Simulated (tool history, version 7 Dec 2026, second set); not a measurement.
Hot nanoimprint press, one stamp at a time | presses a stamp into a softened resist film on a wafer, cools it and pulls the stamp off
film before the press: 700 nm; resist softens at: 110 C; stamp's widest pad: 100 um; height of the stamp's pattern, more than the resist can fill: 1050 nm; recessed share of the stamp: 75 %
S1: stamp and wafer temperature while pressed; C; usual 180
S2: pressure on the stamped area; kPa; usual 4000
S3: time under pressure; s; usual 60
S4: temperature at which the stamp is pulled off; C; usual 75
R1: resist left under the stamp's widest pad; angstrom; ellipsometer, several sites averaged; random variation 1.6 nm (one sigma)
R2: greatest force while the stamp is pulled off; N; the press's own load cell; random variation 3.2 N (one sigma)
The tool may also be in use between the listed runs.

{"run": 1, "hour": 0.0, "S1": 180, "S2": 4000, "S3": 60, "S4": 75, "R1": 2647, "R2": 178}
{"run": 2, "hour": 59.4, "S1": 180, "S2": 4000, "S3": 79, "S4": 75, "R1": 2330, "R2": 178}
{"hour": 109.3, "done": "stamp cleaned and given a new release coat"}
{"hour": 117.3, "done": "press's hydraulic seals changed and the load cell set to zero"}
{"run": 3, "hour": 134.1, "S1": 180, "S2": 4000, "S3": 79, "S4": 75, "R1": 2299, "R2": 155}
{"run": 4, "hour": 162.6, "S1": 180, "S2": 4000, "S3": 64, "S4": 75, "R1": 2501, "R2": 157}
{"run": 5, "hour": 199.6, "S1": 180, "S2": 4000, "S3": 64, "S4": 75, "R1": 2505, "R2": 155}
{"run": 6, "hour": 261.7, "S1": 180, "S2": 4000, "S3": 60, "S4": 75, "R1": 2544, "R2": 161}
{"run": 7, "hour": 317.9, "S1": 180, "S2": 4000, "S3": 97, "S4": 75, "R1": 2093, "R2": 157}
{"run": 8, "hour": 377.1, "S1": 180, "S2": 4000, "S3": 114, "S4": 75, "R1": 1958, "R2": 171}
{"run": 9, "hour": 405.9, "S1": 180, "S2": 4000, "S3": 114, "S4": 75, "R1": 1949, "R2": 169}
{"run": 10, "hour": 452.0, "S1": 180, "S2": 4000, "S3": 114, "S4": 75, "R1": 1934, "R2": 178}
{"run": 11, "hour": 493.4, "S1": 180, "S2": 4000, "S3": 60, "S4": 75, "R1": 2520, "R2": 176}
{"run": 12, "hour": 541.0, "S1": 174, "S2": 4000, "S3": 60, "S4": 75, "R1": 3276, "R2": 178}
{"hour": 552.1, "done": "stamp cleaned and given a new release coat"}
{"run": 13, "hour": 575.1, "S1": 174, "S2": 4000, "S3": 60, "S4": 75, "R1": 3310, "R2": 153}
{"run": 14, "hour": 629.1, "S1": 180, "S2": 4000, "S3": 60, "S4": 78, "R1": 2505, "R2": 157}
{"run": 15, "hour": 683.9, "S1": 171, "S2": 4000, "S3": 60, "S4": 81, "R1": 3765, "R2": 153}
{"run": 16, "hour": 740.4, "S1": 171, "S2": 4000, "S3": 60, "S4": 81, "R1": 3703, "R2": 154}
{"hour": 766.4, "done": "plate thermocouple calibrated"}
{"run": 17, "hour": 784.4, "S1": 187, "S2": 4000, "S3": 114, "S4": 81, "R1": 1475, "R2": 155}
{"run": 18, "hour": 852.4, "S1": 180, "S2": 4200, "S3": 60, "S4": 72, "R1": 2565, "R2": 182}
{"run": 19, "hour": 894.1, "S1": 180, "S2": 4200, "S3": 60, "S4": 72, "R1": 2563, "R2": 188}
{"run": 20, "hour": 961.2, "S1": 180, "S2": 3640, "S3": 60, "S4": 75, "R1": 2721, "R2": 179}

Run 21 comes next. What will it give?
{"hour": 991.5, "done": "stamp cleaned and given a new release coat"}
{"run": 21, "hour": 1035.6, "S1": 180, "S2": 3640, "S3": 60, "S4": 75, "R1": "?", "R2": "?"}

R1: 2712 angstrom
R2: 157 N
Without the tool's hidden state the same run would have given R1 2722 angstrom, R2 155 N.
